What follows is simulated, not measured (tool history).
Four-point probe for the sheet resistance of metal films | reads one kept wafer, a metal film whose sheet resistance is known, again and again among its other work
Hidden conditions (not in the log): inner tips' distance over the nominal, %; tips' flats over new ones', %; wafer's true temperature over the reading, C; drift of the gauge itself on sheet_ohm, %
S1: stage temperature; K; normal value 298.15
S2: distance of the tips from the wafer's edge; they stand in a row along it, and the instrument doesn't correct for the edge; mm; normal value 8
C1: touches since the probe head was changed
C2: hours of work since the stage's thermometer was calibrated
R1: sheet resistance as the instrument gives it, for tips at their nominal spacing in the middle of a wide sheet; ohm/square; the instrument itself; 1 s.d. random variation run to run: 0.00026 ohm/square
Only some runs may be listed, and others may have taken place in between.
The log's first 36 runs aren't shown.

Run 37, day 20.488: usual settings but S1 291.15 K, S2 9 mm; C1 56991; C2 682. Result: R1 1.295800 ohm/square.
Run 38, day 21.150: usual settings but S1 303.15 K, S2 9 mm; C1 57837; C2 692. Result: R1 1.289161 ohm/square.
Run 39, day 21.654: usual settings but S2 7 mm; C1 58483; C2 700. Result: R1 1.297110 ohm/square.
Run 40, day 22.112: usual settings but S1 307.15 K, S2 72 mm; C1 59072; C2 708. Result: R1 1.278197 ohm/square.
Run 41, day 22.512: usual settings but S1 297.15 K, S2 4 mm; C1 59582; C2 714. Result: R1 1.325806 ohm/square.
Run 42, day 22.871: usual settings but S1 301.15 K, S2 26 mm; C1 60041; C2 719. Result: R1 1.282434 ohm/square.
Run 43, day 23.267: usual settings but S1 302.15 K, S2 18 mm; C1 60552; C2 726. Result: R1 1.283191 ohm/square.
Run 44, day 23.671: usual settings but S1 300.15 K, S2 61 mm; C1 61071; C2 732. Result: R1 1.282034 ohm/square.

Alternative continuations, all from the tool just after run 44; predict every row:
Run A, day 24.200: usual settings but S1 297.15 K, S2 15 mm; C1 61746; C2 741. Result: R1 ?.
Run B, day 24.200: usual settings but S1 300.15 K, S2 29 mm; C1 61746; C2 741. Result: R1 ?.
Run C, day 24.200: usual settings but S1 292.15 K, S2 5 mm; C1 61746; C2 741. Result: R1 ?.

run        R1
  A  1.287028
  B  1.283129
  C  1.314110
The same runs, with their run-to-run variation unchanged, on a tool lacking any hidden condition would have given:
run        R1
  A  1.284895
  B  1.281015
  C  1.311913
